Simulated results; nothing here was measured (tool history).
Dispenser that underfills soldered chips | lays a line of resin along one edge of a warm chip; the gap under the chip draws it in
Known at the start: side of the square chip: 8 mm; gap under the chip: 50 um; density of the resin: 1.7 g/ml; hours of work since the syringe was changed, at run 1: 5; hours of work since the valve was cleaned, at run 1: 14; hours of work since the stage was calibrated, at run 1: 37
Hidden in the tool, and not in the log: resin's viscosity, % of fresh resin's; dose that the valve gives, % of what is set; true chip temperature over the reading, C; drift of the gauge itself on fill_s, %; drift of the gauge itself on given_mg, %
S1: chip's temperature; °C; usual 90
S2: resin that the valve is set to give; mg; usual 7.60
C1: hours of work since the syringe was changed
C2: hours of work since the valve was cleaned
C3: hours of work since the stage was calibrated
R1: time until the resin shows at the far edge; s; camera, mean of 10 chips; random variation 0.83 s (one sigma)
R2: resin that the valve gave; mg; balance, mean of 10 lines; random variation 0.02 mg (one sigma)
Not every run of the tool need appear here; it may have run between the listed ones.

run,day,S1,S2,C1,C2,C3,R1,R2
1,0.000,90,7.60,5,14,37,120.4,7.52
2,0.129,90,7.60,8,16,39,141.5,7.56
3,0.258,90,7.60,10,19,41,168.6,7.54
4,0.354,101,7.60,11,20,43,135.4,7.54
# day 0.383: new syringe of resin
5,0.562,101,7.60,3,24,46,68.3,7.55
6,0.667,95,7.60,5,25,48,94.8,7.55
7,0.796,95,7.60,7,28,50,114.4,7.51
8,0.992,95,7.60,10,31,54,152.6,7.47
# day 1.083: new syringe of resin
9,1.112,90,6.82,1,33,55,81.2,6.71
10,1.229,90,7.60,2,35,57,96.1,7.48
11,1.367,90,7.60,5,37,60,115.5,7.46
12,1.571,96,7.60,8,41,63,125.7,7.46
13,1.675,90,7.60,10,42,65,176.0,7.46
# day 1.788: new syringe of resin
14,1.800,90,7.60,0,44,67,77.7,7.43
15,2.012,78,7.90,4,48,71,158.6,7.74
16,2.121,76,7.90,6,50,72,199.1,7.70
17,2.262,98,7.60,8,52,75,113.2,7.40
18,2.404,98,7.60,11,55,77,140.7,7.35
# day 2.488: new syringe of resin
19,2.529,98,7.60,1,57,79,60.2,7.37
20,2.629,101,9.20,2,58,81,60.8,8.92
# day 2.721: dispensing valve cleaned and set on the balance
21,2.779,101,8.04,4,1,83,70.7,8.03
22,2.929,90,9.65,7,4,85,125.0,9.62
23,3.129,102,9.85,10,7,89,111.0,9.85
# day 3.242: new syringe of resin
24,3.242,90,6.83,0,9,90,76.7,6.81
25,3.412,102,8.66,3,12,93,62.3,8.59
26,3.562,101,7.60,5,14,96,80.3,7.53
27,3.762,86,7.12,9,18,99,176.2,7.04

Table of differences, measured result less the result of that run with no hidden state. Run-to-run variation is the same in both. Gauge scatter possibly is not:
run,R1,R2
1,+41.8,-0.04
2,+64.7,-0.05
3,+92.2,-0.06
4,+81.5,-0.06
5,+14.4,-0.07
6,+30.2,-0.08
7,+49.2,-0.10
8,+86.6,-0.11
9,+3.5,-0.10
10,+17.6,-0.13
11,+37.7,-0.14
12,+61.6,-0.15
13,+99.0,-0.16
14,+1.3,-0.17
15,+42.5,-0.19
16,+73.8,-0.20
17,+55.0,-0.20
18,+81.1,-0.21
19,+1.4,-0.22
20,+9.0,-0.28
21,+18.6,+0.00
22,+50.4,-0.02
23,+60.9,-0.04
24,-3.8,-0.03
25,+10.8,-0.06
26,+26.3,-0.07
27,+86.4,-0.07

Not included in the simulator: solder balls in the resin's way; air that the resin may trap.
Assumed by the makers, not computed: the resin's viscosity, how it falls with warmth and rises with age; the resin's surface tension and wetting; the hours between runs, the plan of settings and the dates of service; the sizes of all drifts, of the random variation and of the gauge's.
